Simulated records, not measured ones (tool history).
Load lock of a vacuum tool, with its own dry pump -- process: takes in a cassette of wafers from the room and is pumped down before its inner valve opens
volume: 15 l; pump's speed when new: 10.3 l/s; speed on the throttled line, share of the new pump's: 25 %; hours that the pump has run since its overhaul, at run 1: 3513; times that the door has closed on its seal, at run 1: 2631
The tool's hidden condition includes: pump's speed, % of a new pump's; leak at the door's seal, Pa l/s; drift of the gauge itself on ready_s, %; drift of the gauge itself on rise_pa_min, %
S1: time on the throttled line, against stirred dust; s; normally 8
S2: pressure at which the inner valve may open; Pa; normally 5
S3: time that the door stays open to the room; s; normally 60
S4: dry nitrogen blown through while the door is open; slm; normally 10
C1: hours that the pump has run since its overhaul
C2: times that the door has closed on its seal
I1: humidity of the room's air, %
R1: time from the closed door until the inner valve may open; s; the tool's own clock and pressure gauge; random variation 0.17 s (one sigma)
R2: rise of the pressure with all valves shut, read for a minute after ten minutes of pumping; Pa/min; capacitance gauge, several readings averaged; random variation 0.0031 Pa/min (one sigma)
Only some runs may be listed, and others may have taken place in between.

run	hour	S1	S2	S3	S4	C1	C2	I1	R1	R2
1	0	8	5	60	10	3513	2631	43.4	21	0.084
2	87.4	8	5	60	10	3600	2848	46.1	20.6	0.09
3	152.9	8	5	60	10	3666	3009	44.7	20.8	0.09
4	242.4	8	5	60	10	3755	3231	47.6	20.6	0.096
5	307.4	7	5	60	10	3820	3391	47.5	20.1	0.099
6	385.4	7	5	60	10	3898	3584	44.2	19.9	0.093
7	473.8	7	5	60	10	3987	3803	43.6	20	0.088
8	559.5	7	5	60	10	4072	4015	47.1	20	0.097
9	667.9	8	5	60	10	4181	4283	43.4	20.4	0.092
10	781.6	8	5	60	10	4295	4564	45.7	20.6	0.092
11	872.1	8	5	60	10	4385	4787	48.6	20.4	0.1
12	953.6	8	5	69	10	4467	4989	44.1	20.8	0.098
13	1081.6	8	5	69	10	4595	5305	47.8	20.8	0.104
14	1146.2	6	5	69	10	4659	5465	44.6	19.2	0.098
15	1238.3	6	5	69	10	4751	5693	45.8	19.1	0.098
16	1292	6	5	69	10	4805	5826	44.7	19.1	0.098
17	1345.8	8	5	60	10	4859	5959	42	20.7	0.087
18	1402.2	8	5	60	10	4915	6098	46.9	20.4	0.099
19	1524.1	8	5	60	10	5037	6399	44.6	20.3	0.092
20	1601.3	8	5	60	10	5114	6590	43.6	20.4	0.084
21	1678.9	8	5	60	10	5192	6782	46.3	20.7	0.093
22	1769.6	8	5	60	10	5283	7006	45.3	20.7	0.093
23	1839.3	8	5	60	10	5352	7179	44.2	20.4	0.094
24	1937.7	6	5	60	5	5451	7422	45.2	19.1	0.103
25	2004.4	6	5	60	5	5517	7587	45.2	19.2	0.104
26	2066	6	5	60	5	5579	7739	44.3	19.5	0.107
27	2144.8	6	5	60	5	5658	7934	48.5	19	0.111
28	2238.1	8	10	59	10	5751	8164	46.1	19.6	0.092
29	2347.1	8	4	182	11	5860	8434	44.7	21	0.146
30	2428.3	8	6	135	8	5941	8634	45.9	20.5	0.132
31	2489.1	15	6	57	8	6002	8785	44.6	25.4	0.102
32	2609.6	15	6	57	8	6123	9083	39.7	25.7	0.082
33	2684.5	10	5	60	10	6197	9268	40.8	22	0.085
34	2767.2	11	4	88	11	6280	9472	47.5	23.3	0.11
35	2843.5	8	9	60	10	6356	9661	50	19.7	0.095
36	2906.1	8	9	60	10	6419	9816	46.9	19.4	0.102

Alternative continuations, all from the tool just after run 36; predict every row:
A	2963.1	8	5	42	36	6476	9957	46.2	?	?
B	2963.1	5	9	107	4	6476	9957	41.2	?	?
C	2963.1	8	6	60	10	6476	9957	47.7	?	?

run	R1	R2
A	20.5	0.058
B	17.7	0.126
C	20.2	0.098
Take away the tool's hidden state, keep each run's random variation, and the runs would have read:
run	R1	R2
A	20.5	0.058
B	17.7	0.125
C	20.2	0.098
